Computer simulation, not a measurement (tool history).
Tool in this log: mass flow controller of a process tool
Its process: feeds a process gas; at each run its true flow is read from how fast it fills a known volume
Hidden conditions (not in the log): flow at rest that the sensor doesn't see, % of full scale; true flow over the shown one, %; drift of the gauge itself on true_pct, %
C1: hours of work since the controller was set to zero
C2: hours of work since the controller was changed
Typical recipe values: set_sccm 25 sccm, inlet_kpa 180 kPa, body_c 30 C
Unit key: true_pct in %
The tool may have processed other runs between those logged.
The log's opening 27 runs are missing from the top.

{"run": 28, "hour": 1671.1, "set_sccm": 5, "inlet_kpa": 200, "body_c": 24, "C1": 1327, "C2": 1327, "true_pct": 95.2}
{"run": 29, "hour": 1711.1, "set_sccm": 42, "inlet_kpa": 254, "body_c": 30, "C1": 1353, "C2": 1353, "true_pct": 98.22}
{"run": 30, "hour": 1785.6, "set_sccm": 42, "inlet_kpa": 254, "body_c": 30, "C1": 1400, "C2": 1400, "true_pct": 98.14}
{"run": 31, "hour": 1848.9, "set_sccm": 42, "inlet_kpa": 254, "body_c": 30, "C1": 1440, "C2": 1440, "true_pct": 97.9}
{"run": 32, "hour": 1918.9, "set_sccm": 36, "inlet_kpa": 163, "body_c": 24, "C1": 1484, "C2": 1484, "true_pct": 98.05}
{"run": 33, "hour": 1985.5, "set_sccm": 10, "inlet_kpa": 151, "body_c": 30, "C1": 1526, "C2": 1526, "true_pct": 95.76}
{"run": 34, "hour": 2052.7, "set_sccm": 44, "inlet_kpa": 271, "body_c": 30, "C1": 1568, "C2": 1568, "true_pct": 98.04}
{"run": 35, "hour": 2110.1, "set_sccm": 12, "inlet_kpa": 180, "body_c": 27, "C1": 1604, "C2": 1604, "true_pct": 96.11}
{"run": 36, "hour": 2200.4, "set_sccm": 12, "inlet_kpa": 180, "body_c": 27, "C1": 1661, "C2": 1661, "true_pct": 95.98}
{"run": 37, "hour": 2277.4, "set_sccm": 17, "inlet_kpa": 180, "body_c": 22, "C1": 1710, "C2": 1710, "true_pct": 96.66}
{"run": 38, "hour": 2321.0, "set_sccm": 25, "inlet_kpa": 180, "body_c": 38, "C1": 1737, "C2": 1737, "true_pct": 96.62}
{"run": 39, "hour": 2362.0, "set_sccm": 25, "inlet_kpa": 254, "body_c": 22, "C1": 1763, "C2": 1763, "true_pct": 97.23}
{"run": 40, "hour": 2444.3, "set_sccm": 7, "inlet_kpa": 149, "body_c": 21, "C1": 1815, "C2": 1815, "true_pct": 95.46}
{"run": 41, "hour": 2500.8, "set_sccm": 7, "inlet_kpa": 149, "body_c": 21, "C1": 1851, "C2": 1851, "true_pct": 95.22}
{"run": 42, "hour": 2590.7, "set_sccm": 7, "inlet_kpa": 149, "body_c": 21, "C1": 1908, "C2": 1908, "true_pct": 95.23}
{"run": 43, "hour": 2666.9, "set_sccm": 5, "inlet_kpa": 196, "body_c": 26, "C1": 1956, "C2": 1956, "true_pct": 94.19}
{"run": 44, "hour": 2715.2, "set_sccm": 10, "inlet_kpa": 190, "body_c": 23, "C1": 1986, "C2": 1986, "true_pct": 95.52}
{"run": 45, "hour": 2789.2, "set_sccm": 25, "inlet_kpa": 218, "body_c": 30, "C1": 2033, "C2": 2033, "true_pct": 96.49}
{"run": 46, "hour": 2879.2, "set_sccm": 45, "inlet_kpa": 185, "body_c": 27, "C1": 2090, "C2": 2090, "true_pct": 98.05}
{"run": 47, "hour": 2919.3, "set_sccm": 12, "inlet_kpa": 190, "body_c": 27, "C1": 2115, "C2": 2115, "true_pct": 95.56}

Forecast each of these 3 alternatives for the next run:
{"run": "A", "hour": 2997.6, "set_sccm": 9, "inlet_kpa": 157, "body_c": 30, "C1": 2164, "C2": 2164, "true_pct": "?"}
{"run": "B", "hour": 2997.6, "set_sccm": 9, "inlet_kpa": 180, "body_c": 24, "C1": 2164, "C2": 2164, "true_pct": "?"}
{"run": "C", "hour": 2997.6, "set_sccm": 33, "inlet_kpa": 180, "body_c": 30, "C1": 2164, "C2": 2164, "true_pct": "?"}

run=A true_pct=95.02
run=B true_pct=95.1
run=C true_pct=97.03
Without the tool's hidden state the same runs would have given:
run=A true_pct=97.67
run=B true_pct=97.74
run=C true_pct=98.79
